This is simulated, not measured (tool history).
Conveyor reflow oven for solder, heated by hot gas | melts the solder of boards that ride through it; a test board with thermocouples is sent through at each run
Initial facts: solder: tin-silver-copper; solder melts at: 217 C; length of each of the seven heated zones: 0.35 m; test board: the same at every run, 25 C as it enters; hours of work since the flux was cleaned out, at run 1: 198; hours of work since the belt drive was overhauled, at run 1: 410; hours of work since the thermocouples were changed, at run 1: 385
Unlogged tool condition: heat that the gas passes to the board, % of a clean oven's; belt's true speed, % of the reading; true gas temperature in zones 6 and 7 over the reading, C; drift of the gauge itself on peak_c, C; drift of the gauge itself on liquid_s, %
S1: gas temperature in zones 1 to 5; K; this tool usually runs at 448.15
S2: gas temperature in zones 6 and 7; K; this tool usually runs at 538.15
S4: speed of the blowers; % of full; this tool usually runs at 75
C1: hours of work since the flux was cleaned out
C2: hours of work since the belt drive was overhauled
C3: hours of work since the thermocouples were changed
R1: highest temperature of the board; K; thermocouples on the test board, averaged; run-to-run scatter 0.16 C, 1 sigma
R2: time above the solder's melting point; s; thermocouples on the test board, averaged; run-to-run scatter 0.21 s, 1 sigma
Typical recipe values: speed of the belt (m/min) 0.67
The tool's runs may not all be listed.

{"run": 1, "hour": 0.0, "S1": 448.15, "S2": 538.15, "speed of the belt (m/min)": 0.67, "S4": 75, "C1": 198, "C2": 410, "C3": 385, "R1": 524.35, "R2": 46.9}
{"run": 2, "hour": 28.5, "S1": 448.15, "S2": 538.15, "speed of the belt (m/min)": 0.67, "S4": 75, "C1": 213, "C2": 425, "C3": 400, "R1": 524.55, "R2": 47}
{"hour": 61.6, "done": "flux residue cleaned out of gas plates and filters"}
{"run": 3, "hour": 78.9, "S1": 448.15, "S2": 538.15, "speed of the belt (m/min)": 0.67, "S4": 75, "C1": 9, "C2": 449, "C3": 424, "R1": 524.15, "R2": 46.1}
{"run": 4, "hour": 123.2, "S1": 448.15, "S2": 538.15, "speed of the belt (m/min)": 0.67, "S4": 75, "C1": 32, "C2": 472, "C3": 447, "R1": 523.65, "R2": 46.4}
{"run": 5, "hour": 160.9, "S1": 448.15, "S2": 545.15, "speed of the belt (m/min)": 0.67, "S4": 75, "C1": 52, "C2": 492, "C3": 467, "R1": 529.65, "R2": 50}
{"run": 6, "hour": 187.1, "S1": 448.15, "S2": 545.15, "speed of the belt (m/min)": 0.67, "S4": 75, "C1": 66, "C2": 505, "C3": 481, "R1": 529.95, "R2": 49.8}
{"run": 7, "hour": 231.7, "S1": 448.15, "S2": 538.15, "speed of the belt (m/min)": 0.67, "S4": 75, "C1": 89, "C2": 529, "C3": 504, "R1": 523.65, "R2": 46.3}
{"run": 8, "hour": 276.4, "S1": 448.15, "S2": 538.15, "speed of the belt (m/min)": 0.67, "S4": 75, "C1": 113, "C2": 552, "C3": 528, "R1": 523.55, "R2": 46.5}
{"hour": 314.7, "done": "flux residue cleaned out of gas plates and filters, once more"}
{"hour": 316.7, "done": "thermocouples of zones 6 and 7 changed"}
{"run": 9, "hour": 324.1, "S1": 448.15, "S2": 538.15, "speed of the belt (m/min)": 0.67, "S4": 75, "C1": 4, "C2": 573, "C3": 4, "R1": 523.95, "R2": 47.2}
{"run": 10, "hour": 351.8, "S1": 448.15, "S2": 538.15, "speed of the belt (m/min)": 0.67, "S4": 75, "C1": 18, "C2": 588, "C3": 18, "R1": 524.25, "R2": 47.5}
{"run": 11, "hour": 383.1, "S1": 448.15, "S2": 538.15, "speed of the belt (m/min)": 0.67, "S4": 75, "C1": 35, "C2": 604, "C3": 35, "R1": 523.85, "R2": 47.3}
{"run": 12, "hour": 407.6, "S1": 448.15, "S2": 538.15, "speed of the belt (m/min)": 0.67, "S4": 75, "C1": 48, "C2": 617, "C3": 48, "R1": 524.05, "R2": 47.1}
{"run": 13, "hour": 441.5, "S1": 448.15, "S2": 538.15, "speed of the belt (m/min)": 0.67, "S4": 75, "C1": 65, "C2": 635, "C3": 65, "R1": 524.05, "R2": 46.9}
{"run": 14, "hour": 487.0, "S1": 448.15, "S2": 538.15, "speed of the belt (m/min)": 0.67, "S4": 75, "C1": 89, "C2": 659, "C3": 89, "R1": 523.65, "R2": 46.7}
{"run": 15, "hour": 530.4, "S1": 448.15, "S2": 538.15, "speed of the belt (m/min)": 0.67, "S4": 75, "C1": 112, "C2": 681, "C3": 112, "R1": 523.45, "R2": 46.5}
{"run": 16, "hour": 559.8, "S1": 455.15, "S2": 538.15, "speed of the belt (m/min)": 0.67, "S4": 75, "C1": 127, "C2": 697, "C3": 127, "R1": 524.75, "R2": 49.8}
{"run": 17, "hour": 593.1, "S1": 455.15, "S2": 538.15, "speed of the belt (m/min)": 0.67, "S4": 75, "C1": 145, "C2": 714, "C3": 145, "R1": 524.85, "R2": 49.6}
{"run": 18, "hour": 627.1, "S1": 455.15, "S2": 538.15, "speed of the belt (m/min)": 0.67, "S4": 75, "C1": 163, "C2": 732, "C3": 163, "R1": 524.85, "R2": 49.7}
{"run": 19, "hour": 669.9, "S1": 455.15, "S2": 540.15, "speed of the belt (m/min)": 0.67, "S4": 75, "C1": 185, "C2": 755, "C3": 185, "R1": 526.25, "R2": 51}
{"run": 20, "hour": 696.7, "S1": 449.15, "S2": 538.15, "speed of the belt (m/min)": 0.679, "S4": 66, "C1": 199, "C2": 769, "C3": 199, "R1": 520.55, "R2": 43.4}
{"run": 21, "hour": 721.7, "S1": 449.15, "S2": 538.15, "speed of the belt (m/min)": 0.679, "S4": 66, "C1": 212, "C2": 782, "C3": 212, "R1": 520.55, "R2": 43.5}
{"hour": 755.9, "done": "flux residue cleaned out of gas plates and filters"}
{"run": 22, "hour": 770.9, "S1": 449.15, "S2": 538.15, "speed of the belt (m/min)": 0.679, "S4": 66, "C1": 8, "C2": 805, "C3": 235, "R1": 522.15, "R2": 45.2}
{"run": 23, "hour": 808.5, "S1": 448.15, "S2": 538.15, "speed of the belt (m/min)": 0.67, "S4": 52, "C1": 28, "C2": 825, "C3": 255, "R1": 516.55, "R2": 39.8}
{"run": 24, "hour": 845.7, "S1": 448.15, "S2": 538.15, "speed of the belt (m/min)": 0.67, "S4": 52, "C1": 47, "C2": 844, "C3": 275, "R1": 516.45, "R2": 40.2}
{"run": 25, "hour": 876.8, "S1": 448.15, "S2": 530.15, "speed of the belt (m/min)": 0.75, "S4": 75, "C1": 63, "C2": 860, "C3": 291, "R1": 514.85, "R2": 35.8}
{"run": 26, "hour": 901.7, "S1": 445.15, "S2": 530.15, "speed of the belt (m/min)": 0.551, "S4": 75, "C1": 76, "C2": 873, "C3": 304, "R1": 522.55, "R2": 57.5}
{"run": 27, "hour": 933.5, "S1": 445.15, "S2": 530.15, "speed of the belt (m/min)": 0.551, "S4": 75, "C1": 93, "C2": 890, "C3": 321, "R1": 522.35, "R2": 57.5}
{"run": 28, "hour": 966.4, "S1": 445.15, "S2": 531.15, "speed of the belt (m/min)": 0.67, "S4": 77, "C1": 110, "C2": 907, "C3": 338, "R1": 518.85, "R2": 43.3}
{"run": 29, "hour": 990.8, "S1": 445.15, "S2": 531.15, "speed of the belt (m/min)": 0.796, "S4": 77, "C1": 123, "C2": 920, "C3": 351, "R1": 513.95, "R2": 31.4}
{"run": 30, "hour": 1035.3, "S1": 450.15, "S2": 538.15, "speed of the belt (m/min)": 0.67, "S4": 75, "C1": 146, "C2": 943, "C3": 374, "R1": 524.85, "R2": 48.7}
{"run": 31, "hour": 1080.0, "S1": 458.15, "S2": 538.15, "speed of the belt (m/min)": 0.67, "S4": 57, "C1": 170, "C2": 967, "C3": 397, "R1": 520.45, "R2": 47.4}
{"run": 32, "hour": 1103.1, "S1": 458.15, "S2": 538.15, "speed of the belt (m/min)": 0.67, "S4": 69, "C1": 182, "C2": 979, "C3": 409, "R1": 524.65, "R2": 51.1}

Selected run-to-run steps in R1, each split into two signed amounts: the part the tool would show with no hidden state at all (from settings, incoming material and random variation), and the remainder, which goes to the hidden state together with any gauge scatter not common to the measured and the hidden-state-free results:
Run 2 -> 3: flux residue cleaned out of gas plates and filters. R1 -0.4 K: hidden state -0.4, all else +0.
Run 6 -> 7: S2 545.15 -> 538.15. R1 -6.3 K: hidden state +0, all else -6.3.
Run 8 -> 9: flux residue cleaned out of gas plates and filters, once more, thermocouples of zones 6 and 7 changed. R1 +0.4 K: hidden state +0.5, all else -0.1.
Run 21 -> 22: flux residue cleaned out of gas plates and filters. R1 +1.6 K: hidden state +1.8, all else -0.2.
Run 25 -> 26: S1 448.15 -> 445.15, speed of the belt (m/min) 0.75 -> 0.551. R1 +7.7 K: hidden state +0.1, all else +7.6.
Run 29 -> 30: S1 445.15 -> 450.15, S2 531.15 -> 538.15, speed of the belt (m/min) 0.796 -> 0.67, S4 77 -> 75. R1 +10.9 K: hidden state +0, all else +10.9.
